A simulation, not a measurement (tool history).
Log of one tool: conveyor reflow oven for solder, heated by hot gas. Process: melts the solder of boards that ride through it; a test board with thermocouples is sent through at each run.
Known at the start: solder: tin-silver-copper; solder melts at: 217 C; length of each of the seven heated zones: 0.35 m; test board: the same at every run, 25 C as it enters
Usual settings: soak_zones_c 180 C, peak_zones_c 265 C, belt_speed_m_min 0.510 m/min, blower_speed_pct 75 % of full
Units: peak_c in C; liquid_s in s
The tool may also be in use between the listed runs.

run 1 day=0.000 | soak_zones_c=180 peak_zones_c=265 belt_speed_m_min=0.510 blower_speed_pct=75 | peak_c=249.5 liquid_s=61.8
run 2 day=0.662 | soak_zones_c=180 peak_zones_c=265 belt_speed_m_min=0.510 blower_speed_pct=75 | peak_c=248.7 liquid_s=60.9
run 3 day=1.188 | soak_zones_c=180 peak_zones_c=265 belt_speed_m_min=0.510 blower_speed_pct=75 | peak_c=249.4 liquid_s=61.4
run 4 day=1.712 | soak_zones_c=183 peak_zones_c=265 belt_speed_m_min=0.510 blower_speed_pct=75 | peak_c=250.7 liquid_s=63.4
run 5 day=2.558 | soak_zones_c=183 peak_zones_c=265 belt_speed_m_min=0.510 blower_speed_pct=75 | peak_c=249.3 liquid_s=63.0
run 6 day=3.342 | soak_zones_c=183 peak_zones_c=265 belt_speed_m_min=0.510 blower_speed_pct=75 | peak_c=249.8 liquid_s=62.6
run 7 day=3.767 | soak_zones_c=180 peak_zones_c=265 belt_speed_m_min=0.510 blower_speed_pct=75 | peak_c=248.8 liquid_s=62.0
run 8 day=4.329 | soak_zones_c=180 peak_zones_c=265 belt_speed_m_min=0.510 blower_speed_pct=75 | peak_c=248.8 liquid_s=61.7
run 9 day=4.850 | soak_zones_c=180 peak_zones_c=265 belt_speed_m_min=0.510 blower_speed_pct=75 | peak_c=248.7 liquid_s=61.5
run 10 day=5.438 | soak_zones_c=180 peak_zones_c=265 belt_speed_m_min=0.510 blower_speed_pct=75 | peak_c=247.8 liquid_s=61.2
run 11 day=6.221 | soak_zones_c=180 peak_zones_c=265 belt_speed_m_min=0.510 blower_speed_pct=75 | peak_c=247.6 liquid_s=61.0
run 12 day=6.862 | soak_zones_c=180 peak_zones_c=265 belt_speed_m_min=0.510 blower_speed_pct=75 | peak_c=247.6 liquid_s=59.4
run 13 day=7.738 | soak_zones_c=180 peak_zones_c=261 belt_speed_m_min=0.510 blower_speed_pct=75 | peak_c=244.6 liquid_s=57.7
run 14 day=8.150 | soak_zones_c=178 peak_zones_c=261 belt_speed_m_min=0.510 blower_speed_pct=75 | peak_c=244.0 liquid_s=56.1
run 15 day=8.871 | soak_zones_c=178 peak_zones_c=261 belt_speed_m_min=0.510 blower_speed_pct=75 | peak_c=243.8 liquid_s=54.8
run 16 day=9.592 | soak_zones_c=168 peak_zones_c=261 belt_speed_m_min=0.489 blower_speed_pct=51 | peak_c=239.4 liquid_s=46.6
-- day=9.875 flux residue cleaned out of gas plates and filters
run 17 day=10.271 | soak_zones_c=174 peak_zones_c=265 belt_speed_m_min=0.510 blower_speed_pct=60 | peak_c=242.7 liquid_s=51.2
run 18 day=10.917 | soak_zones_c=180 peak_zones_c=278 belt_speed_m_min=0.510 blower_speed_pct=90 | peak_c=258.4 liquid_s=68.2
run 19 day=11.458 | soak_zones_c=180 peak_zones_c=278 belt_speed_m_min=0.499 blower_speed_pct=72 | peak_c=257.5 liquid_s=68.2
run 20 day=11.875 | soak_zones_c=192 peak_zones_c=265 belt_speed_m_min=0.598 blower_speed_pct=75 | peak_c=243.5 liquid_s=50.4
run 21 day=12.583 | soak_zones_c=180 peak_zones_c=254 belt_speed_m_min=0.558 blower_speed_pct=75 | peak_c=234.4 liquid_s=38.3
run 22 day=13.454 | soak_zones_c=180 peak_zones_c=254 belt_speed_m_min=0.558 blower_speed_pct=66 | peak_c=232.5 liquid_s=35.4
run 23 day=14.171 | soak_zones_c=181 peak_zones_c=255 belt_speed_m_min=0.462 blower_speed_pct=75 | peak_c=240.2 liquid_s=59.5
-- day=14.617 flux residue cleaned out of gas plates and filters, once more
run 24 day=14.988 | soak_zones_c=177 peak_zones_c=255 belt_speed_m_min=0.462 blower_speed_pct=71 | peak_c=242.8 liquid_s=64.1
run 25 day=15.525 | soak_zones_c=177 peak_zones_c=271 belt_speed_m_min=0.510 blower_speed_pct=60 | peak_c=252.8 liquid_s=62.6

Forecast run 26:
run 26 day=16.296 | soak_zones_c=177 peak_zones_c=271 belt_speed_m_min=0.510 blower_speed_pct=60 | peak_c=? liquid_s=?

Run 26 gave peak_c 252.2 C, liquid_s 63.5 s.
Without the tool's hidden state the same run would have given peak_c 253.6 C, liquid_s 64.1 s.
